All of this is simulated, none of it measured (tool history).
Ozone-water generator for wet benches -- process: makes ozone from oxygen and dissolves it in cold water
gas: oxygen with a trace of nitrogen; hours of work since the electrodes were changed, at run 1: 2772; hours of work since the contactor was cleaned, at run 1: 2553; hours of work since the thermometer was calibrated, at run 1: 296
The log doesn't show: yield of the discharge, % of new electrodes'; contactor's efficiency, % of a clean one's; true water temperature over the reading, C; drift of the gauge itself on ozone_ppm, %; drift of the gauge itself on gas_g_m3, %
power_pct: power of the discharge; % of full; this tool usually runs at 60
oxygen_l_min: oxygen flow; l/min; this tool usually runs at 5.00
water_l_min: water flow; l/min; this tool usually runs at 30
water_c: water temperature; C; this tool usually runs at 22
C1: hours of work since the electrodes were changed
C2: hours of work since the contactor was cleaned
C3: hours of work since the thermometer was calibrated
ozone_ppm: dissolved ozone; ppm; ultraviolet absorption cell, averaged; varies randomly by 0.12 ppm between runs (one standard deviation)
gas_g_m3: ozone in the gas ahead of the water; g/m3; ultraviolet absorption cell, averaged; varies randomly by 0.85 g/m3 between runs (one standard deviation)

{"run": 1, "hour": 0.0, "power_pct": 60, "oxygen_l_min": 5.0, "water_l_min": 30, "water_c": 22, "C1": 2772, "C2": 2553, "C3": 296, "ozone_ppm": 9.2, "gas_g_m3": 127.2}
{"run": 2, "hour": 119.4, "power_pct": 60, "oxygen_l_min": 5.0, "water_l_min": 40, "water_c": 22, "C1": 2853, "C2": 2634, "C3": 377, "ozone_ppm": 6.6, "gas_g_m3": 124.8}
{"run": 3, "hour": 283.5, "power_pct": 60, "oxygen_l_min": 6.51, "water_l_min": 30, "water_c": 22, "C1": 2965, "C2": 2746, "C3": 489, "ozone_ppm": 9.6, "gas_g_m3": 113.0}
{"run": 4, "hour": 384.6, "power_pct": 60, "oxygen_l_min": 6.51, "water_l_min": 30, "water_c": 22, "C1": 3034, "C2": 2815, "C3": 558, "ozone_ppm": 9.5, "gas_g_m3": 112.8}
{"run": 5, "hour": 479.3, "power_pct": 60, "oxygen_l_min": 6.15, "water_l_min": 30, "water_c": 22, "C1": 3098, "C2": 2879, "C3": 622, "ozone_ppm": 9.4, "gas_g_m3": 114.2}
{"run": 6, "hour": 580.8, "power_pct": 60, "oxygen_l_min": 6.15, "water_l_min": 30, "water_c": 22, "C1": 3167, "C2": 2948, "C3": 691, "ozone_ppm": 9.2, "gas_g_m3": 114.5}
{"run": 7, "hour": 726.5, "power_pct": 60, "oxygen_l_min": 5.0, "water_l_min": 30, "water_c": 22, "C1": 3266, "C2": 3048, "C3": 791, "ozone_ppm": 9.1, "gas_g_m3": 124.6}
{"run": 8, "hour": 870.8, "power_pct": 60, "oxygen_l_min": 5.0, "water_l_min": 30, "water_c": 22, "C1": 3365, "C2": 3146, "C3": 889, "ozone_ppm": 9.2, "gas_g_m3": 124.3}
{"run": 9, "hour": 946.8, "power_pct": 60, "oxygen_l_min": 5.0, "water_l_min": 30, "water_c": 22, "C1": 3416, "C2": 3198, "C3": 941, "ozone_ppm": 8.9, "gas_g_m3": 123.0}
{"run": 10, "hour": 1051.2, "power_pct": 60, "oxygen_l_min": 5.0, "water_l_min": 30, "water_c": 22, "C1": 3488, "C2": 3269, "C3": 1012, "ozone_ppm": 8.8, "gas_g_m3": 124.0}
{"run": 11, "hour": 1165.5, "power_pct": 60, "oxygen_l_min": 5.0, "water_l_min": 30, "water_c": 22, "C1": 3565, "C2": 3347, "C3": 1090, "ozone_ppm": 8.9, "gas_g_m3": 123.9}
{"run": 12, "hour": 1318.0, "power_pct": 60, "oxygen_l_min": 5.0, "water_l_min": 30, "water_c": 22, "C1": 3669, "C2": 3450, "C3": 1193, "ozone_ppm": 8.7, "gas_g_m3": 121.8}
{"run": 13, "hour": 1460.6, "power_pct": 60, "oxygen_l_min": 5.0, "water_l_min": 30, "water_c": 22, "C1": 3766, "C2": 3548, "C3": 1291, "ozone_ppm": 8.9, "gas_g_m3": 123.6}
{"run": 14, "hour": 1583.8, "power_pct": 60, "oxygen_l_min": 2.61, "water_l_min": 30, "water_c": 22, "C1": 3850, "C2": 3631, "C3": 1374, "ozone_ppm": 7.5, "gas_g_m3": 162.0}
{"run": 15, "hour": 1700.6, "power_pct": 60, "oxygen_l_min": 2.61, "water_l_min": 30, "water_c": 22, "C1": 3930, "C2": 3711, "C3": 1454, "ozone_ppm": 7.3, "gas_g_m3": 160.4}
{"run": 16, "hour": 1776.0, "power_pct": 60, "oxygen_l_min": 2.61, "water_l_min": 30, "water_c": 22, "C1": 3981, "C2": 3762, "C3": 1505, "ozone_ppm": 7.4, "gas_g_m3": 162.4}
{"run": 17, "hour": 1892.6, "power_pct": 85, "oxygen_l_min": 4.93, "water_l_min": 29, "water_c": 29, "C1": 4061, "C2": 3842, "C3": 1585, "ozone_ppm": 9.9, "gas_g_m3": 144.6}
{"run": 18, "hour": 2011.3, "power_pct": 53, "oxygen_l_min": 3.47, "water_l_min": 30, "water_c": 22, "C1": 4142, "C2": 3923, "C3": 1666, "ozone_ppm": 7.4, "gas_g_m3": 134.7}
{"run": 19, "hour": 2088.8, "power_pct": 53, "oxygen_l_min": 3.47, "water_l_min": 30, "water_c": 22, "C1": 4194, "C2": 3975, "C3": 1718, "ozone_ppm": 7.7, "gas_g_m3": 133.5}
{"run": 20, "hour": 2213.5, "power_pct": 99, "oxygen_l_min": 4.02, "water_l_min": 30, "water_c": 18, "C1": 4279, "C2": 4060, "C3": 1803, "ozone_ppm": 10.9, "gas_g_m3": 168.2}
{"run": 21, "hour": 2351.7, "power_pct": 84, "oxygen_l_min": 6.57, "water_l_min": 30, "water_c": 17, "C1": 4373, "C2": 4155, "C3": 1898, "ozone_ppm": 11.3, "gas_g_m3": 124.4}
{"run": 22, "hour": 2463.1, "power_pct": 56, "oxygen_l_min": 3.2, "water_l_min": 22, "water_c": 16, "C1": 4449, "C2": 4230, "C3": 1973, "ozone_ppm": 10.9, "gas_g_m3": 142.0}
{"run": 23, "hour": 2631.5, "power_pct": 82, "oxygen_l_min": 5.0, "water_l_min": 30, "water_c": 22, "C1": 4564, "C2": 4345, "C3": 2088, "ozone_ppm": 9.9, "gas_g_m3": 138.5}
{"run": 24, "hour": 2722.1, "power_pct": 41, "oxygen_l_min": 5.0, "water_l_min": 30, "water_c": 14, "C1": 4626, "C2": 4407, "C3": 2150, "ozone_ppm": 7.9, "gas_g_m3": 100.2}
{"run": 25, "hour": 2838.1, "power_pct": 60, "oxygen_l_min": 4.78, "water_l_min": 27, "water_c": 15, "C1": 4705, "C2": 4486, "C3": 2229, "ozone_ppm": 10.1, "gas_g_m3": 122.9}
{"run": 26, "hour": 2929.2, "power_pct": 60, "oxygen_l_min": 4.78, "water_l_min": 27, "water_c": 15, "C1": 4767, "C2": 4548, "C3": 2291, "ozone_ppm": 10.4, "gas_g_m3": 121.2}
{"run": 27, "hour": 3015.3, "power_pct": 60, "oxygen_l_min": 5.0, "water_l_min": 22, "water_c": 17, "C1": 4825, "C2": 4606, "C3": 2349, "ozone_ppm": 12.1, "gas_g_m3": 119.4}
{"run": 28, "hour": 3089.8, "power_pct": 60, "oxygen_l_min": 5.0, "water_l_min": 22, "water_c": 19, "C1": 4876, "C2": 4657, "C3": 2400, "ozone_ppm": 11.8, "gas_g_m3": 119.2}
{"run": 29, "hour": 3233.3, "power_pct": 41, "oxygen_l_min": 5.0, "water_l_min": 30, "water_c": 14, "C1": 4974, "C2": 4755, "C3": 2498, "ozone_ppm": 7.5, "gas_g_m3": 98.9}
{"run": 30, "hour": 3360.0, "power_pct": 41, "oxygen_l_min": 5.0, "water_l_min": 30, "water_c": 19, "C1": 5060, "C2": 4841, "C3": 2584, "ozone_ppm": 7.5, "gas_g_m3": 99.8}
{"run": 31, "hour": 3500.3, "power_pct": 60, "oxygen_l_min": 8.03, "water_l_min": 21, "water_c": 26, "C1": 5156, "C2": 4937, "C3": 2680, "ozone_ppm": 10.8, "gas_g_m3": 95.7}

Measured result minus the same run's result without the hidden state. Both carry the same run-to-run variation, though not necessarily the same gauge scatter:
run=1 ozone_ppm=-1.0 gas_g_m3=-10.7
run=2 ozone_ppm=-0.8 gas_g_m3=-10.9
run=3 ozone_ppm=-1.1 gas_g_m3=-10.1
run=4 ozone_ppm=-1.1 gas_g_m3=-10.4
run=5 ozone_ppm=-1.1 gas_g_m3=-10.8
run=6 ozone_ppm=-1.2 gas_g_m3=-11.0
run=7 ozone_ppm=-1.1 gas_g_m3=-12.4
run=8 ozone_ppm=-1.2 gas_g_m3=-12.7
run=9 ozone_ppm=-1.2 gas_g_m3=-12.9
run=10 ozone_ppm=-1.2 gas_g_m3=-13.2
run=11 ozone_ppm=-1.2 gas_g_m3=-13.5
run=12 ozone_ppm=-1.3 gas_g_m3=-13.8
run=13 ozone_ppm=-1.3 gas_g_m3=-14.3
run=14 ozone_ppm=-1.2 gas_g_m3=-19.1
run=15 ozone_ppm=-1.1 gas_g_m3=-19.4
run=16 ozone_ppm=-1.1 gas_g_m3=-19.9
run=17 ozone_ppm=-1.8 gas_g_m3=-21.9
run=18 ozone_ppm=-1.2 gas_g_m3=-16.0
run=19 ozone_ppm=-1.2 gas_g_m3=-16.1
run=20 ozone_ppm=-2.3 gas_g_m3=-29.0
run=21 ozone_ppm=-2.3 gas_g_m3=-20.3
run=22 ozone_ppm=-1.8 gas_g_m3=-18.8
run=23 ozone_ppm=-2.1 gas_g_m3=-23.2
run=24 ozone_ppm=-1.2 gas_g_m3=-11.2
run=25 ozone_ppm=-1.8 gas_g_m3=-17.7
run=26 ozone_ppm=-1.9 gas_g_m3=-18.0
run=27 ozone_ppm=-2.3 gas_g_m3=-17.9
run=28 ozone_ppm=-2.2 gas_g_m3=-18.0
run=29 ozone_ppm=-1.2 gas_g_m3=-11.9
run=30 ozone_ppm=-1.2 gas_g_m3=-12.2
run=31 ozone_ppm=-2.2 gas_g_m3=-15.5

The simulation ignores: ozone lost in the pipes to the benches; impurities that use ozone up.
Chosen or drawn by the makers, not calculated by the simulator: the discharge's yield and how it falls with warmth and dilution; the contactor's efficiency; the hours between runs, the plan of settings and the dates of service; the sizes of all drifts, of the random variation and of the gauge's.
